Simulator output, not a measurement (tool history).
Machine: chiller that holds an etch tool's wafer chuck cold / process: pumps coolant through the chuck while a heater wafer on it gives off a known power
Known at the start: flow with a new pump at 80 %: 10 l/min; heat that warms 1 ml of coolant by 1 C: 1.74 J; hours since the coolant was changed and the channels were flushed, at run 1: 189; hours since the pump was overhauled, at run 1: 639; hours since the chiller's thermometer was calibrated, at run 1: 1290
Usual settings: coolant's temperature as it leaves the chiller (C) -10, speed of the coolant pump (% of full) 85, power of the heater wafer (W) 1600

| run | hour | coolant's temperature as it leaves the chiller (C) | speed of the coolant pump (% of full) | power of the heater wafer (W) | hours since the coolant was changed and the channels were flushed | hours since the pump was overhauled | hours since the chiller's thermometer was calibrated | chuck's temperature once it has settled (C) | how much warmer the coolant comes back (C) |
|---|---|---|---|---|---|---|---|---|---|
| 1 | 0 | -10 | 85 | 1600 | 189 | 639 | 1290 | 7.6 | 5.23 |
| 2 | 33.1 | -6 | 85 | 1600 | 222 | 672 | 1323 | 11.7 | 5.25 |
| 3 | 70 | -11 | 85 | 1600 | 259 | 709 | 1360 | 6.6 | 5.2 |
| 4 | 103.7 | -10 | 85 | 1600 | 293 | 742 | 1393 | 7.8 | 5.22 |
| 5 | 125.5 | -10 | 85 | 1600 | 315 | 764 | 1415 | 7.7 | 5.3 |
| 6 | 157.1 | -10 | 85 | 1600 | 346 | 796 | 1447 | 7.7 | 5.23 |
| 7 | 186.6 | -10 | 85 | 2186 | 376 | 825 | 1476 | 14.3 | 7.12 |
| 8 | 209 | -10 | 85 | 2186 | 398 | 848 | 1499 | 14.4 | 7.13 |
| 9 | 241.9 | -10 | 85 | 1600 | 431 | 881 | 1532 | 7.7 | 5.27 |
| 10 | 263.3 | -4 | 85 | 1600 | 453 | 902 | 1553 | 13.8 | 5.31 |
| 11 | 290.6 | -4 | 85 | 1600 | 480 | 929 | 1580 | 13.7 | 5.25 |
| 12 | 324.1 | -4 | 85 | 1600 | 513 | 963 | 1614 | 13.9 | 5.29 |
| 13 | 360.3 | -4 | 85 | 1600 | 550 | 999 | 1650 | 13.8 | 5.25 |
| 14 | 376.4 | -4 | 85 | 1600 | 566 | 1015 | 1666 | 14 | 5.26 |
| 15 | 409.3 | -4 | 85 | 1600 | 598 | 1048 | 1699 | 13.9 | 5.24 |
|  | 411.8 | chiller's thermometer calibrated |
| 16 | 432.7 | -10 | 85 | 1999 | 621 | 1070 | 21 | 12.4 | 6.6 |
| 17 | 460.9 | -8 | 90 | 1860 | 649 | 1099 | 49 | 11.7 | 5.72 |
| 18 | 489.9 | -8 | 90 | 1860 | 678 | 1128 | 78 | 11.6 | 5.68 |
| 19 | 509.4 | -17 | 90 | 1633 | 698 | 1147 | 98 | 0.3 | 5.07 |
| 20 | 546.4 | -5 | 80 | 1960 | 735 | 1184 | 135 | 18.2 | 6.97 |
| 21 | 583.4 | -3 | 68 | 973 | 772 | 1221 | 172 | 10.2 | 4.12 |
|  | 596.7 | chiller's thermometer calibrated, once more |
| 22 | 605.8 | -18 | 92 | 1157 | 793 | 1242 | 9 | -6 | 3.45 |
| 23 | 635.5 | -8 | 93 | 921 | 823 | 1272 | 39 | 1.5 | 2.78 |
| 24 | 662.3 | -19 | 61 | 921 | 849 | 1299 | 66 | -4.9 | 4.42 |
| 25 | 680.3 | -19 | 61 | 921 | 868 | 1317 | 84 | -4.8 | 4.38 |
| 26 | 698.9 | -19 | 61 | 921 | 886 | 1336 | 102 | -4.9 | 4.4 |
| 27 | 727.4 | -1 | 81 | 1074 | 915 | 1364 | 131 | 11.7 | 3.7 |
| 28 | 742.9 | -1 | 81 | 2349 | 930 | 1380 | 146 | 26.6 | 8.18 |
| 29 | 767.9 | -17 | 85 | 1600 | 955 | 1405 | 171 | 1.1 | 5.33 |
| 30 | 793 | -16 | 86 | 1600 | 980 | 1430 | 196 | 2.1 | 5.26 |
| 31 | 817.2 | -16 | 86 | 1600 | 1004 | 1454 | 221 | 1.9 | 5.21 |
| 32 | 834.7 | -15 | 64 | 1028 | 1022 | 1471 | 238 | 0.2 | 4.71 |

Hidden state at the last listed run before each entry between runs and at the first one after, where it differs:
Run 15 -> run 16: chiller's thermometer calibrated (hour 411.8)
  heat passed by the chuck's channels, % of clean ones': 98.3 -> 98.2; flow at a given pump speed, % of a new pump's: 98.4 -> 98.3; coolant's true temperature over the reading, C: -0.14 -> -0.22
  measured result minus the result with no hidden state, chuck's temperature once it has settled (C): +0.3 -> +0.4; how much warmer the coolant comes back (C): +0.09 -> +0.11
Run 21 -> run 22: chiller's thermometer calibrated, once more (hour 596.7)
  heat passed by the chuck's channels, % of clean ones': 97.9 -> 97.8; coolant's true temperature over the reading, C: -0.24 -> -0.07
  measured result minus the result with no hidden state, chuck's temperature once it has settled (C): +0.2 -> +0.4; how much warmer the coolant comes back (C): +0.08 -> +0.07
